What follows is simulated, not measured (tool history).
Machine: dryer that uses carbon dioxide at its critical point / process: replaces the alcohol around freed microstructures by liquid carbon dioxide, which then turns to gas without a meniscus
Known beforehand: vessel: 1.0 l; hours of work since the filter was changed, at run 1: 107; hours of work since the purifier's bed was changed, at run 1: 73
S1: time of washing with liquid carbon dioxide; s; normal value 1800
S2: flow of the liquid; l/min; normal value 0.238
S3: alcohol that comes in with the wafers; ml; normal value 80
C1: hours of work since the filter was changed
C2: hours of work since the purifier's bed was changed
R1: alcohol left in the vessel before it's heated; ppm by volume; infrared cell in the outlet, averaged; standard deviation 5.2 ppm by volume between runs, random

{"run": 1, "hour": 0.0, "S1": 1800, "S2": 0.238, "S3": 80, "C1": 107, "C2": 73, "R1": 156}
{"run": 2, "hour": 29.8, "S1": 1320, "S2": 0.238, "S3": 80, "C1": 116, "C2": 82, "R1": 747}
{"run": 3, "hour": 68.8, "S1": 1920, "S2": 0.238, "S3": 80, "C1": 128, "C2": 94, "R1": 114}
{"run": 4, "hour": 106.7, "S1": 1920, "S2": 0.238, "S3": 80, "C1": 140, "C2": 106, "R1": 113}
{"run": 5, "hour": 148.6, "S1": 1920, "S2": 0.238, "S3": 80, "C1": 152, "C2": 118, "R1": 116}
{"run": 6, "hour": 186.6, "S1": 1800, "S2": 0.187, "S3": 80, "C1": 164, "C2": 130, "R1": 539}
{"run": 7, "hour": 228.2, "S1": 1800, "S2": 0.187, "S3": 80, "C1": 177, "C2": 143, "R1": 547}
{"run": 8, "hour": 264.0, "S1": 1800, "S2": 0.187, "S3": 28, "C1": 188, "C2": 154, "R1": 220}
{"run": 9, "hour": 296.4, "S1": 1800, "S2": 0.187, "S3": 84, "C1": 197, "C2": 163, "R1": 632}
{"run": 10, "hour": 316.8, "S1": 1800, "S2": 0.187, "S3": 84, "C1": 204, "C2": 170, "R1": 615}
{"run": 11, "hour": 336.9, "S1": 1800, "S2": 0.187, "S3": 84, "C1": 210, "C2": 176, "R1": 633}
{"run": 12, "hour": 355.6, "S1": 1800, "S2": 0.164, "S3": 84, "C1": 215, "C2": 181, "R1": 1114}
{"run": 13, "hour": 380.2, "S1": 1920, "S2": 0.238, "S3": 80, "C1": 223, "C2": 189, "R1": 149}
{"run": 14, "hour": 411.8, "S1": 1920, "S2": 0.238, "S3": 80, "C1": 233, "C2": 198, "R1": 147}
{"hour": 433.2, "done": "inlet filter changed"}
{"run": 15, "hour": 441.3, "S1": 1920, "S2": 0.238, "S3": 80, "C1": 2, "C2": 207, "R1": 110}
{"run": 16, "hour": 463.1, "S1": 1920, "S2": 0.238, "S3": 80, "C1": 9, "C2": 214, "R1": 114}
{"run": 17, "hour": 500.1, "S1": 1920, "S2": 0.238, "S3": 80, "C1": 20, "C2": 225, "R1": 110}

What does the tool deliver on the next run?
{"run": 18, "hour": 523.8, "S1": 1200, "S2": 0.229, "S3": 80, "C1": 28, "C2": 232, "R1": "?"}

{"run 18": {"R1": 1239}}
Had the tool carried no hidden state, the very same run would have given R1 1120 ppm by volume.
